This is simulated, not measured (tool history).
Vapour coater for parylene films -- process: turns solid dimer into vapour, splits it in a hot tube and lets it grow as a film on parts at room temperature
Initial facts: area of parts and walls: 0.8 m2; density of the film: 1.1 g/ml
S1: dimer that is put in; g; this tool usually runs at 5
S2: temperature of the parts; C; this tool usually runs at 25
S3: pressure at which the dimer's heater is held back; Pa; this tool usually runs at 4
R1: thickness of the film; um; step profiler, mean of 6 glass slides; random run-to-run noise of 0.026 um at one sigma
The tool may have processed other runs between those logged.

run 1 hour=0 | S1=5 S2=25 S3=4 | R1=4.2
run 2 hour=15.8 | S1=5 S2=25 S3=4 | R1=4.19
run 3 hour=44.4 | S1=5 S2=25 S3=8.68 | R1=3.83
run 4 hour=80.1 | S1=4 S2=25 S3=8.68 | R1=3.08
run 5 hour=112.6 | S1=5 S2=21 S3=4 | R1=4.58
run 6 hour=142.4 | S1=5 S2=21 S3=5.18 | R1=4.42
run 7 hour=174.5 | S1=5 S2=25 S3=4 | R1=4.06
run 8 hour=190.3 | S1=5 S2=25 S3=4 | R1=4.1
run 9 hour=218.1 | S1=5 S2=25 S3=4 | R1=4.14
run 10 hour=253.6 | S1=4 S2=25 S3=4 | R1=3.29
run 11 hour=283.3 | S1=4 S2=25 S3=4 | R1=3.24
run 12 hour=320.7 | S1=4 S2=25 S3=4 | R1=3.22
run 13 hour=343.5 | S1=5 S2=25 S3=9.67 | R1=3.68
run 14 hour=369.8 | S1=5 S2=25 S3=9.67 | R1=3.64
run 15 hour=386.1 | S1=5 S2=25 S3=8.94 | R1=3.66
run 16 hour=411.2 | S1=5 S2=25 S3=8.94 | R1=3.7
run 17 hour=447.9 | S1=5 S2=36 S3=4 | R1=2.97
run 18 hour=484.9 | S1=5 S2=36 S3=4 | R1=2.99
run 19 hour=516.8 | S1=5 S2=25 S3=4.41 | R1=3.97
run 20 hour=534.8 | S1=5 S2=25 S3=4.53 | R1=3.9
run 21 hour=561.5 | S1=5 S2=25 S3=4 | R1=3.9
run 22 hour=599.7 | S1=5 S2=25 S3=4 | R1=4.22
run 23 hour=616.7 | S1=5 S2=25 S3=4 | R1=4.23
run 24 hour=648.1 | S1=3 S2=25 S3=4 | R1=2.53
run 25 hour=676 | S1=3 S2=25 S3=4 | R1=2.47
run 26 hour=697.3 | S1=3 S2=25 S3=4 | R1=2.48
run 27 hour=719.5 | S1=4 S2=21 S3=6.92 | R1=3.48
run 28 hour=748.7 | S1=8 S2=26 S3=4.79 | R1=6.38
run 29 hour=779.7 | S1=2 S2=25 S3=9.91 | R1=1.52
run 30 hour=814.4 | S1=5 S2=30 S3=4.63 | R1=3.57
run 31 hour=832.3 | S1=5 S2=30 S3=4.63 | R1=3.59
run 32 hour=866.5 | S1=2 S2=25 S3=2.53 | R1=1.69
run 33 hour=903 | S1=3 S2=28 S3=7.43 | R1=2.13
run 34 hour=937.9 | S1=4 S2=23 S3=3.24 | R1=3.51
run 35 hour=957.1 | S1=4 S2=18 S3=8.16 | R1=3.62
run 36 hour=991.8 | S1=3 S2=26 S3=8.16 | R1=2.19
run 37 hour=1007.5 | S1=5 S2=25 S3=2.97 | R1=4.19
run 38 hour=1040.4 | S1=2 S2=23 S3=8.3 | R1=1.57
run 39 hour=1058.7 | S1=2 S2=23 S3=8.3 | R1=1.59
run 40 hour=1083.4 | S1=2 S2=23 S3=8.3 | R1=1.57
run 41 hour=1100.2 | S1=5 S2=32 S3=4 | R1=3.41
run 42 hour=1131 | S1=3 S2=34 S3=8.05 | R1=1.79
run 43 hour=1162 | S1=3 S2=34 S3=8.05 | R1=1.77
run 44 hour=1199.7 | S1=5 S2=29 S3=4 | R1=3.59
run 45 hour=1233.3 | S1=5 S2=25 S3=5.72 | R1=3.85
run 46 hour=1265.4 | S1=5 S2=25 S3=7.79 | R1=3.75
run 47 hour=1297.6 | S1=7 S2=27 S3=8.03 | R1=5.01

Missing from the log above: 2 entries noted between runs. For each, name the pair of listed runs it sits between and say how the tool's hidden condition differs from the listed run just before to the listed run just after:
From run 21 to run 22: trap's valve overhauled (hour 584.9)
  vapour lost through the trap's worn valve, %: 6.3 -> 0.3; true temperature of the parts over the reading, C: 0.36 -> 0.37
  what was measured, less what the result would be without the hidden state, R1: -0.3 -> -0.05 um
From run 45 to run 46: table's thermometer calibrated (hour 1242)
  vapour lost through the trap's worn valve, %: 5.4 -> 5.6; true temperature of the parts over the reading, C: 0.59 -> -0.05
  what was measured, less what the result would be without the hidden state, R1: -0.28 -> -0.22 um
